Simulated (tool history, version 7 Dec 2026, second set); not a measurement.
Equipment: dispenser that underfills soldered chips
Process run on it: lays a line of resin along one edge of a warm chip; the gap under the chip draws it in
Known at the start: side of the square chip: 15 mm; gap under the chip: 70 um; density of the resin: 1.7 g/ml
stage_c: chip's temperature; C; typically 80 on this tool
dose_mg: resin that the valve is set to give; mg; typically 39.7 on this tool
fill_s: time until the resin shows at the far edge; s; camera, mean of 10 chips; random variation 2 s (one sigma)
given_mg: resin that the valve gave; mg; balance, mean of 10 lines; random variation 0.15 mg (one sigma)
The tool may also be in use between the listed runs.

run 1 hour=0 | stage_c=80 dose_mg=39.7 | fill_s=215.7 given_mg=39.32
run 2 hour=3.3 | stage_c=66 dose_mg=39.7 | fill_s=522.2 given_mg=39.35
run 3 hour=6.9 | stage_c=85 dose_mg=39.7 | fill_s=248.9 given_mg=39.25
run 4 hour=12.9 | stage_c=66 dose_mg=39.7 | fill_s=894.2 given_mg=39.05
-- hour=16.1 new syringe of resin
run 5 hour=19.3 | stage_c=66 dose_mg=39.7 | fill_s=520.1 given_mg=38.99
run 6 hour=25 | stage_c=80 dose_mg=39.7 | fill_s=353.4 given_mg=39.32
-- hour=32.7 new syringe of resin
run 7 hour=32.7 | stage_c=80 dose_mg=39.7 | fill_s=218.1 given_mg=39.21
run 8 hour=36.6 | stage_c=80 dose_mg=39.7 | fill_s=272.4 given_mg=39.27
run 9 hour=41.5 | stage_c=80 dose_mg=39.7 | fill_s=349.4 given_mg=38.97
run 10 hour=48.4 | stage_c=80 dose_mg=39.7 | fill_s=516.9 given_mg=38.95
-- hour=49.2 new syringe of resin
run 11 hour=54.3 | stage_c=80 dose_mg=39.7 | fill_s=291.1 given_mg=39.01
run 12 hour=59.6 | stage_c=80 dose_mg=38.9 | fill_s=378.7 given_mg=38.08
run 13 hour=63.9 | stage_c=80 dose_mg=38.9 | fill_s=488.4 given_mg=38
-- hour=65.5 new syringe of resin
run 14 hour=69.2 | stage_c=83 dose_mg=39.7 | fill_s=231.5 given_mg=38.83
run 15 hour=73.4 | stage_c=71 dose_mg=39.7 | fill_s=526.7 given_mg=38.8
run 16 hour=76.7 | stage_c=71 dose_mg=39.7 | fill_s=636.1 given_mg=38.54
run 17 hour=80.1 | stage_c=80 dose_mg=39.7 | fill_s=504.9 given_mg=38.9
-- hour=82 new syringe of resin
run 18 hour=84 | stage_c=80 dose_mg=39.7 | fill_s=242.9 given_mg=39.01
run 19 hour=89 | stage_c=80 dose_mg=39.7 | fill_s=325.9 given_mg=38.49
run 20 hour=95.1 | stage_c=80 dose_mg=39.7 | fill_s=451.6 given_mg=38.67
-- hour=98.7 new syringe of resin
run 21 hour=101.5 | stage_c=80 dose_mg=36.1 | fill_s=262 given_mg=34.95
run 22 hour=105.8 | stage_c=80 dose_mg=36.1 | fill_s=330.8 given_mg=34.99
run 23 hour=111.6 | stage_c=80 dose_mg=36.1 | fill_s=460.3 given_mg=35.08
-- hour=115.3 new syringe of resin
-- hour=116.7 dispensing valve cleaned and set on the balance
run 24 hour=119.3 | stage_c=83 dose_mg=38.6 | fill_s=218 given_mg=38.59
run 25 hour=122.4 | stage_c=66 dose_mg=34.9 | fill_s=616.8 given_mg=34.93

What does the tool deliver on the next run?
run 26 hour=126.3 | stage_c=88 dose_mg=46.5 | fill_s=? given_mg=?

{"run 26": {"fill_s": 250.4, "given_mg": 46.53}}
With the hidden condition absent and the run-to-run variation left alone, this run would have shown fill_s 134 s, given_mg 46.64 mg.

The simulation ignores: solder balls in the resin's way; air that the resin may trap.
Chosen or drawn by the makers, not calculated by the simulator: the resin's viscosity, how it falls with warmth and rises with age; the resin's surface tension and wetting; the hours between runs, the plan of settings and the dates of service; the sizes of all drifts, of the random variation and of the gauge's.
